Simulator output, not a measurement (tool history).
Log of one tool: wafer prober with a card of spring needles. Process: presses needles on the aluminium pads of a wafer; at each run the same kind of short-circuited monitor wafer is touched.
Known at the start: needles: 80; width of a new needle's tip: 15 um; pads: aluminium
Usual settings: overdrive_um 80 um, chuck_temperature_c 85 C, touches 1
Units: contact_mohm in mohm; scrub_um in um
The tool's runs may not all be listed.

{"run": 1, "hour": 0.0, "overdrive_um": 80, "chuck_temperature_c": 85, "touches": 1, "contact_mohm": 272, "scrub_um": 15.23}
{"run": 2, "hour": 16.3, "overdrive_um": 80, "chuck_temperature_c": 85, "touches": 2, "contact_mohm": 284, "scrub_um": 15.24}
{"run": 3, "hour": 31.4, "overdrive_um": 80, "chuck_temperature_c": 85, "touches": 2, "contact_mohm": 283, "scrub_um": 15.21}
{"run": 4, "hour": 44.1, "overdrive_um": 80, "chuck_temperature_c": 85, "touches": 1, "contact_mohm": 282, "scrub_um": 15.22}
{"run": 5, "hour": 62.2, "overdrive_um": 80, "chuck_temperature_c": 85, "touches": 1, "contact_mohm": 282, "scrub_um": 15.22}
{"run": 6, "hour": 79.9, "overdrive_um": 80, "chuck_temperature_c": 85, "touches": 1, "contact_mohm": 280, "scrub_um": 15.22}
{"run": 7, "hour": 90.3, "overdrive_um": 71, "chuck_temperature_c": 26, "touches": 2, "contact_mohm": 264, "scrub_um": 13.47}
{"run": 8, "hour": 101.7, "overdrive_um": 64, "chuck_temperature_c": 26, "touches": 1, "contact_mohm": 268, "scrub_um": 12.18}
{"run": 9, "hour": 113.6, "overdrive_um": 65, "chuck_temperature_c": 85, "touches": 2, "contact_mohm": 284, "scrub_um": 12.39}
{"run": 10, "hour": 124.4, "overdrive_um": 65, "chuck_temperature_c": 85, "touches": 2, "contact_mohm": 287, "scrub_um": 12.34}
{"run": 11, "hour": 142.1, "overdrive_um": 65, "chuck_temperature_c": 85, "touches": 2, "contact_mohm": 289, "scrub_um": 12.35}
{"run": 12, "hour": 152.1, "overdrive_um": 65, "chuck_temperature_c": 26, "touches": 2, "contact_mohm": 271, "scrub_um": 12.37}

Taken out of this log: 9 entries between the listed runs. Where each belongs, and how the hidden state differs across it:
Between runs 2 and 3: tips cleaned on abrasive film (hour 18.2)
  debris on the tips, nm: 3 -> 2.8
Between runs 3 and 4: tips cleaned on abrasive film (hour 36.0)
  debris on the tips, nm: 2.8 -> 2.4; tips' diameter, um: 15.02 -> 15.03
Between runs 4 and 5: tips cleaned on abrasive film (hour 54.1)
  debris on the tips, nm: 2.4 -> 2.3
Between runs 5 and 6: height of the first contact set anew (hour 69.5); tips cleaned on abrasive film (hour 72.1)
  debris on the tips, nm: 2.3 -> 2.2; way that the needles fall short of the set height, um: 0.02 -> 0
Between runs 6 and 7: tips cleaned on abrasive film (hour 89.2)
  debris on the tips, nm: 2.2 -> 0.7
Between runs 8 and 9: tips cleaned on abrasive film (hour 106.3)
  debris on the tips, nm: 2.7 -> 2.3; way that the needles fall short of the set height, um: 0 -> 0.01
Between runs 9 and 10: tips cleaned on abrasive film (hour 124.1)
  debris on the tips, nm: 2.3 -> 0.3
Between runs 10 and 11: tips cleaned on abrasive film (hour 141.6)
  debris on the tips, nm: 0.3 -> 0.5
